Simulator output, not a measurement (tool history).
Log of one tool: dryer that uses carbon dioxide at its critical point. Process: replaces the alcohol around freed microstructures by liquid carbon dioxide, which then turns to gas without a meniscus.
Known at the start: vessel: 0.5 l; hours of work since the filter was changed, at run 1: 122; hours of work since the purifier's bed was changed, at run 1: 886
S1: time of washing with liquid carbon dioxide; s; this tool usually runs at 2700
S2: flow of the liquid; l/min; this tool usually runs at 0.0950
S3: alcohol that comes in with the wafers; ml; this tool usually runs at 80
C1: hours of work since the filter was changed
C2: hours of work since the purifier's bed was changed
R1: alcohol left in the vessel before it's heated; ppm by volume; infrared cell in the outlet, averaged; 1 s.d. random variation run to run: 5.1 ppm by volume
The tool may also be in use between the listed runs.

run	day	S1	S2	S3	C1	C2	R1
1	0.000	2700	0.0950	80	122	886	294
2	1.000	2700	0.0950	80	137	900	300
# day 2.158: purifier's bed changed
3	2.188	2700	0.0950	80	152	0	90
4	3.217	2700	0.0950	80	167	15	91
5	4.021	2700	0.0950	93	179	27	107
6	4.871	2700	0.0950	93	191	39	115
7	5.783	2700	0.0950	80	204	52	108
8	6.746	2700	0.0950	80	218	66	116
9	7.525	2700	0.0950	80	229	77	122
10	8.288	2700	0.0584	80	240	88	1682
11	9.667	2700	0.0950	50	260	108	99
12	10.600	4140	0.0950	80	273	121	43
13	11.321	4140	0.0950	80	284	132	42
14	12.175	2700	0.0950	33	296	144	78
15	13.096	2700	0.0950	33	309	157	92
16	14.417	2700	0.0950	33	328	176	104
17	15.629	2700	0.0953	80	346	194	172
18	16.838	2700	0.0953	80	363	211	194
19	17.896	2700	0.0950	51	378	227	157
20	19.096	2700	0.0950	51	395	244	164
# day 20.175: inlet filter changed
21	20.458	2700	0.0950	51	4	263	105
22	21.400	2700	0.1085	51	18	276	82
23	22.258	2700	0.1085	51	30	289	88
24	22.933	2700	0.1085	51	40	298	99
25	24.133	2700	0.1085	111	57	316	114
26	25.512	2700	0.1085	111	77	336	121
27	27.033	2700	0.1085	111	99	357	132
28	28.054	2700	0.0950	40	113	372	133
29	29.221	2700	0.0950	40	130	389	139
30	30.417	2520	0.1011	40	147	406	147
31	31.204	2520	0.1011	40	159	417	149
32	32.017	2520	0.1011	40	170	429	164
33	33.354	2280	0.1345	80	190	448	143
34	34.554	4320	0.0950	20	207	466	119
35	35.254	2700	0.1116	50	217	476	138
36	36.433	2040	0.0950	52	234	493	543
37	37.733	2040	0.0950	52	253	511	535
38	38.979	3000	0.0628	85	271	529	957
39	40.392	1980	0.0607	23	291	550	1709
40	41.175	1980	0.0600	23	302	561	1753
41	42.254	2700	0.0820	24	318	577	245
42	43.308	2280	0.0816	67	333	592	892
43	44.496	1740	0.0816	62	350	609	2611

The next listed run, before its measurement:
44	45.433	2880	0.1558	80	364	622	?

Logged for run 44: R1 154 ppm by volume.
Had the tool carried no hidden state, the very same run would have given R1 0 ppm by volume.

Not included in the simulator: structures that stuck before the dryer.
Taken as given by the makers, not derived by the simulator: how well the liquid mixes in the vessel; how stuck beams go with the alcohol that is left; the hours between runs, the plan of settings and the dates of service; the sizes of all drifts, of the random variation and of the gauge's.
